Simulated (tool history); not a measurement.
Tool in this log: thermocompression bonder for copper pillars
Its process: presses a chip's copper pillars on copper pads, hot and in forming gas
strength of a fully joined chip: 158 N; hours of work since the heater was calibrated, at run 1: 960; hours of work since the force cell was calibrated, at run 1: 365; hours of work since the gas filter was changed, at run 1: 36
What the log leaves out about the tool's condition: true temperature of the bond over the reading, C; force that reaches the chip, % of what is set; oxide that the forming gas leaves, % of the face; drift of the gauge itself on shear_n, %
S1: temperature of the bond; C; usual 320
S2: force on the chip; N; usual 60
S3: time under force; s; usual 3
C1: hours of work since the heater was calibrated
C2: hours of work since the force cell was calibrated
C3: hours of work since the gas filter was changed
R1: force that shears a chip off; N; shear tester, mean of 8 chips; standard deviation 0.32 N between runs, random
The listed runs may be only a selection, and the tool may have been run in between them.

| run | hour | S1 | S2 | S3 | C1 | C2 | C3 | R1 |
|---|---|---|---|---|---|---|---|---|
| 1 | 0.0 | 320 | 60 | 3 | 960 | 365 | 36 | 117.9 |
| 2 | 25.7 | 320 | 60 | 3 | 974 | 379 | 50 | 117.9 |
| 3 | 70.1 | 327 | 60 | 3 | 998 | 403 | 74 | 122.9 |
| 4 | 94.5 | 320 | 60 | 3 | 1011 | 416 | 87 | 117.0 |
| 5 | 121.3 | 320 | 60 | 3 | 1026 | 431 | 102 | 117.0 |
| 6 | 166.3 | 320 | 60 | 3 | 1050 | 455 | 126 | 116.7 |
| 7 | 212.6 | 320 | 60 | 3 | 1075 | 481 | 151 | 115.9 |
| 8 | 238.0 | 320 | 60 | 3 | 1089 | 494 | 165 | 117.1 |
| 9 | 288.5 | 320 | 60 | 3 | 1116 | 522 | 192 | 116.3 |
| 10 | 331.2 | 320 | 60 | 3 | 1140 | 545 | 216 | 115.9 |
| 11 | 352.1 | 320 | 54 | 3 | 1151 | 556 | 227 | 109.7 |
| 12 | 403.6 | 320 | 54 | 3 | 1179 | 584 | 255 | 110.1 |
| 13 | 441.9 | 320 | 54 | 3 | 1200 | 605 | 276 | 109.0 |
| 14 | 468.3 | 312 | 60 | 3 | 1214 | 619 | 290 | 109.2 |
| 15 | 513.1 | 312 | 60 | 3 | 1238 | 644 | 314 | 108.4 |
| 16 | 553.6 | 320 | 36 | 3 | 1260 | 666 | 336 | 83.8 |
| 17 | 601.0 | 320 | 36 | 3 | 1286 | 691 | 362 | 83.8 |
| 18 | 624.7 | 320 | 60 | 4 | 1299 | 704 | 375 | 121.6 |
| 19 | 672.7 | 320 | 41 | 3 | 1325 | 730 | 401 | 91.2 |
|  | 716.2 | heater calibrated with a thermocouple chip |
| 20 | 718.1 | 320 | 60 | 3 | 1 | 754 | 425 | 109.0 |
| 21 | 757.4 | 309 | 55 | 8 | 22 | 775 | 446 | 120.4 |
|  | 766.3 | forming gas filter changed |
| 22 | 799.4 | 309 | 55 | 8 | 45 | 798 | 18 | 125.3 |
| 23 | 839.2 | 320 | 51 | 3 | 66 | 819 | 40 | 102.6 |
| 24 | 879.1 | 320 | 54 | 2 | 88 | 841 | 61 | 94.6 |
| 25 | 915.7 | 320 | 54 | 2 | 108 | 861 | 81 | 94.7 |
| 26 | 940.7 | 349 | 62 | 8 | 122 | 874 | 95 | 150.4 |
| 27 | 962.0 | 349 | 51 | 8 | 133 | 886 | 106 | 145.0 |
| 28 | 1006.1 | 311 | 76 | 8 | 157 | 910 | 130 | 141.1 |
| 29 | 1045.0 | 298 | 60 | 3 | 178 | 931 | 151 | 92.3 |
| 30 | 1092.6 | 318 | 51 | 3 | 204 | 957 | 177 | 99.8 |
|  | 1104.7 | force cell calibrated |
| 31 | 1126.1 | 318 | 51 | 3 | 221 | 12 | 194 | 103.8 |
| 32 | 1149.3 | 318 | 51 | 3 | 234 | 24 | 207 | 103.0 |
| 33 | 1182.2 | 326 | 60 | 3 | 252 | 42 | 225 | 119.4 |
| 34 | 1217.0 | 326 | 60 | 3 | 271 | 61 | 244 | 119.9 |
| 35 | 1254.6 | 318 | 42 | 5 | 291 | 81 | 264 | 105.3 |
| 36 | 1305.1 | 318 | 42 | 2 | 319 | 109 | 292 | 79.2 |
| 37 | 1348.9 | 318 | 74 | 2 | 342 | 133 | 315 | 113.0 |
| 38 | 1393.8 | 337 | 61 | 7 | 367 | 157 | 340 | 142.8 |
| 39 | 1441.2 | 344 | 44 | 2 | 392 | 183 | 366 | 102.5 |
| 40 | 1464.2 | 344 | 44 | 2 | 405 | 195 | 378 | 102.3 |

Some steps in R1, run to run, broken into two amounts with sign: the step expected even without the hidden condition (settings, incoming material, random variation), and the rest, left for the hidden condition together with whatever gauge scatter is not in both the measured and the hidden-condition-free result:
Run 19 -> 20: S2 41 -> 60, heater calibrated with a thermocouple chip. R1 +17.8 N: hidden state -6.0, all else +23.8.
Run 21 -> 22: forming gas filter changed. R1 +4.9 N: hidden state +4.7, all else +0.2.
Run 25 -> 26: S1 320 -> 349, S2 54 -> 62, S3 2 -> 8. R1 +55.7 N: hidden state +1.7, all else +54.0.
Run 28 -> 29: S1 311 -> 298, S2 76 -> 60, S3 8 -> 3. R1 -48.8 N: hidden state -0.9, all else -47.9.
Run 30 -> 31: force cell calibrated. R1 +4.0 N: hidden state +3.8, all else +0.2.
Run 38 -> 39: S1 337 -> 344, S2 61 -> 44, S3 7 -> 2. R1 -40.3 N: hidden state +1.3, all else -41.6.

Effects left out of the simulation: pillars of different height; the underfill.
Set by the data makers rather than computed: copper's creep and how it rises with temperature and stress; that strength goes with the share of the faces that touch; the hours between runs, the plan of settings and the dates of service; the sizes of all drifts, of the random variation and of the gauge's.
